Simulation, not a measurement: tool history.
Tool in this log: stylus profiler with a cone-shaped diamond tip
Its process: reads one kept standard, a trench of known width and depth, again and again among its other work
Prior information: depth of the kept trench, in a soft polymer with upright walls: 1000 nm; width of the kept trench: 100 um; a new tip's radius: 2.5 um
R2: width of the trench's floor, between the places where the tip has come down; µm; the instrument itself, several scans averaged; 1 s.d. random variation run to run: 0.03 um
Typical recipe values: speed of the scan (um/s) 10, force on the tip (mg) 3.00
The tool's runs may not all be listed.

{"run": 1, "hour": 0.0, "speed of the scan (um/s)": 10, "force on the tip (mg)": 3.0, "depth of the trench (nm)": 1002.44, "R2": 94.15}
{"run": 2, "hour": 8.7, "speed of the scan (um/s)": 10, "force on the tip (mg)": 3.0, "depth of the trench (nm)": 1002.21, "R2": 94.05}
{"run": 3, "hour": 23.1, "speed of the scan (um/s)": 10, "force on the tip (mg)": 3.0, "depth of the trench (nm)": 1002.43, "R2": 94.12}
{"run": 4, "hour": 30.3, "speed of the scan (um/s)": 10, "force on the tip (mg)": 3.0, "depth of the trench (nm)": 1002.1, "R2": 94.08}
{"run": 5, "hour": 42.4, "speed of the scan (um/s)": 10, "force on the tip (mg)": 3.0, "depth of the trench (nm)": 1002.27, "R2": 94.1}
{"run": 6, "hour": 53.7, "speed of the scan (um/s)": 10, "force on the tip (mg)": 3.0, "depth of the trench (nm)": 1002.15, "R2": 94.06}
{"hour": 55.5, "done": "height scale calibrated on a step standard"}
{"run": 7, "hour": 66.6, "speed of the scan (um/s)": 10, "force on the tip (mg)": 3.0, "depth of the trench (nm)": 1000.64, "R2": 94.01}
{"run": 8, "hour": 79.8, "speed of the scan (um/s)": 10, "force on the tip (mg)": 3.0, "depth of the trench (nm)": 1000.93, "R2": 94.02}
{"run": 9, "hour": 95.2, "speed of the scan (um/s)": 10, "force on the tip (mg)": 5.64, "depth of the trench (nm)": 1004.71, "R2": 94.03}

What does the tool deliver on the next run?
{"run": 10, "hour": 109.9, "speed of the scan (um/s)": 3, "force on the tip (mg)": 1.47, "depth of the trench (nm)": "?", "R2": "?"}

{"run 10": {"depth of the trench (nm)": 998.06, "R2": 94.06}}
Take away the tool's hidden state, keep the run-to-run variation as it was, and the same run would have given depth of the trench (nm) 1004.94, R2 95.98 µm.

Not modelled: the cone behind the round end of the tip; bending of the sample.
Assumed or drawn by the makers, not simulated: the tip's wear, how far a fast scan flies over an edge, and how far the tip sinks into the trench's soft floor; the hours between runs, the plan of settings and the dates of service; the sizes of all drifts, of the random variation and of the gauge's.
